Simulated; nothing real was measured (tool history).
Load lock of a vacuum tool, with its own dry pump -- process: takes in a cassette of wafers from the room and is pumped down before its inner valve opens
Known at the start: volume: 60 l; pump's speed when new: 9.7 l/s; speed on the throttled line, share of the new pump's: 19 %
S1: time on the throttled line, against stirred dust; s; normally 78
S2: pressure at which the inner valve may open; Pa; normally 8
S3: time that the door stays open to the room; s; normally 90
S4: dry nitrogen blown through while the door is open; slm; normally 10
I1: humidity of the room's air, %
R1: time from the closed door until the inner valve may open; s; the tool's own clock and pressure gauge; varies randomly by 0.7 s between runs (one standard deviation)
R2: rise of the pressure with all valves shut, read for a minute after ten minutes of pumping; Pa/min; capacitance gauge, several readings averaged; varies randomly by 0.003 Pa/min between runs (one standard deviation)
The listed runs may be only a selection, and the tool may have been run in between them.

run,hour,S1,S2,S3,S4,I1,R1,R2
1,0.0,78,8,90,10,46.4,123.1,0.052
2,180.4,78,9,90,10,47.3,122.5,0.060
3,482.9,78,7,90,10,42.7,124.7,0.051
4,780.0,78,7,90,10,46.7,122.2,0.052
5,1027.1,78,8,90,10,45.1,122.1,0.054
6,1247.1,78,8,90,10,44.9,122.8,0.052
7,1485.4,78,8,90,10,45.8,123.7,0.055
8,1788.6,78,8,90,10,39.7,122.9,0.049
9,2182.9,78,8,90,10,43.3,121.8,0.049
10,2509.1,78,8,90,10,45.9,122.6,0.053
11,2728.3,78,8,90,10,43.6,121.6,0.049
12,3068.0,78,8,82,10,46.1,124.3,0.049
13,3456.2,78,8,82,10,44.7,123.3,0.045
14,3765.6,78,8,82,10,44.8,123.4,0.051
15,4057.7,78,8,82,10,42.2,121.9,0.051
16,4222.9,78,8,82,10,47.8,122.7,0.061
17,4450.6,60,8,82,17,48.1,106.8,0.045
18,4621.7,78,8,90,16,45.6,123.3,0.048
19,4988.9,78,8,166,10,47.5,122.8,0.070
20,5243.1,154,6,63,9,44.5,186.1,0.048
21,5450.1,67,8,71,19,47.9,114.6,0.043
22,5722.7,39,8,43,10,46.0,90.6,0.042
23,5887.8,39,8,43,10,43.1,92.4,0.042
24,6094.3,98,9,43,10,47.7,137.5,0.046
25,6357.3,72,8,90,10,47.8,118.3,0.059
26,6716.3,72,8,90,10,43.7,119.0,0.056
27,7092.2,56,9,52,8,44.1,104.5,0.049
28,7444.9,69,8,90,10,46.5,115.5,0.051

The log once held 2 entries between its listed runs, left out of this copy. Where does each go, and what is different about the tool's unlogged condition between the listed run before it and the listed run after it?
After run 8, before run 9: dry pump taken out, an overhauled one fitted (hour 2017.5)
  no difference in the tool's unlogged condition between these two runs
After run 14, before run 15: door's seal changed, seat wiped (hour 3910.0)
  leak at the door's seal, Pa l/s: 0.003 -> 0.002
